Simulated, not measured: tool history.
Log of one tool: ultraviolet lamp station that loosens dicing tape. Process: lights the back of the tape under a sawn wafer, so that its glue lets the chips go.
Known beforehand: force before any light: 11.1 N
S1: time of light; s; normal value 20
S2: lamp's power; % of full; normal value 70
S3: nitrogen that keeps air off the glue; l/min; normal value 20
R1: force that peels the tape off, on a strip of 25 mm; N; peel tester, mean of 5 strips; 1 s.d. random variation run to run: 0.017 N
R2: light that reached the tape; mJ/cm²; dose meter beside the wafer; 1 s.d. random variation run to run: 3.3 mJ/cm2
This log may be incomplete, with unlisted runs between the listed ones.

run   hour  S1  S2  S3     R1   R2
  1    0.0  20  70  20  0.802  509
  2    7.8  20  70  20  0.804  517
  3   17.8  20  70   8  1.535  515
  4   34.3  20  70   8  1.559  521
  5   49.7  21  70  20  0.717  541
  6   60.5  21  82  20  0.490  626
  7   73.3  17  70  20  1.119  431
  8   87.5  17  70  20  1.146  434
  9   98.1  17  70  20  1.126  434
 10  115.2  20  75  20  0.667  550
 11  131.3  20  89  20  0.476  656
 12  141.3  23  89  25  0.299  747
 13  154.8  20  93   7  0.949  688

What if the next run were any one of these 3? Each begins from the tool's condition after run 13:
  A  168.5  20  93   7   ?   ?
  B  168.5  26  64  11   ?   ?
  C  168.5  13  93  22   ?   ?

run     R1   R2
  A  0.968  689
  B  0.857  610
  C  1.077  443
Without the tool's hidden state the same runs would have given:
run     R1   R2
  A  0.965  690
  B  0.854  611
  C  1.074  444
